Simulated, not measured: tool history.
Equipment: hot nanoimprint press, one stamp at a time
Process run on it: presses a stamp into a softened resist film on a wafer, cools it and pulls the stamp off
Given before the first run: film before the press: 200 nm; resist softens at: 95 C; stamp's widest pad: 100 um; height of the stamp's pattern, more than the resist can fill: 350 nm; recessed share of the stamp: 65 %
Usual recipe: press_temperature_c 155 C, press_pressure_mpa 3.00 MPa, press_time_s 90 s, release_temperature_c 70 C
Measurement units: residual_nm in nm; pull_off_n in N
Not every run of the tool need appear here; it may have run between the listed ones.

run	hour	press_temperature_c	press_pressure_mpa	press_time_s	release_temperature_c	residual_nm	pull_off_n
1	0.0	155	3.00	90	70	95.0	162
2	28.2	155	3.00	90	70	94.9	160
3	52.0	149	3.00	90	70	116.5	170
4	80.6	155	3.00	90	71	94.7	157
5	106.6	155	3.00	90	71	94.8	158
6	138.4	155	3.00	45	70	119.8	162
7	162.5	155	3.00	45	70	120.2	163
8	179.8	155	3.00	45	70	119.7	166
9	193.9	155	3.00	45	70	119.6	162
10	207.6	155	3.00	45	70	119.9	159
# hour 241.0: stamp cleaned and given a new release coat
11	241.0	155	3.00	45	70	119.6	158
# hour 245.9: plate thermocouple calibrated
12	274.9	155	3.00	45	70	119.6	165
13	299.3	155	3.00	90	70	93.7	158
14	319.8	155	3.00	136	70	79.7	159
15	349.0	155	3.00	136	70	79.4	159
16	379.8	155	3.00	136	70	79.6	162
17	412.3	155	3.00	136	70	79.2	160
18	430.1	164	3.00	90	75	67.3	145
19	459.2	159	2.02	143	56	79.2	221
20	486.6	155	1.95	90	70	108.9	160
21	506.7	155	1.95	55	77	127.7	128
22	521.2	146	2.88	150	74	108.9	147
# hour 536.9: gauge calibrated
23	547.4	146	2.88	150	74	112.0	146
24	578.5	167	1.95	132	57	64.1	220
25	598.7	167	1.95	132	57	64.2	212
# hour 629.0: stamp cleaned and given a new release coat
# hour 635.0: plate thermocouple calibrated
26	637.3	167	2.95	67	57	70.6	219
27	654.3	167	2.95	67	57	71.0	218
28	680.5	150	3.39	73	57	115.3	214
29	706.9	150	3.39	73	57	115.4	217

What if the next run were any one of these 5? Each begins from the tool's condition after run 29:
A	733.7	155	3.00	90	56	?	?
B	733.7	155	4.47	56	65	?	?
C	733.7	150	2.85	73	57	?	?
D	733.7	158	3.39	73	57	?	?
E	733.7	155	3.39	161	57	?	?

run	residual_nm	pull_off_n
A	94.4	216
B	96.0	190
C	122.0	220
D	87.8	218
E	70.8	221
With the hidden condition removed and each run's random variation left untouched, the same runs would have given:
run	residual_nm	pull_off_n
A	95.2	215
B	96.8	189
C	123.1	219
D	88.5	217
E	71.4	220
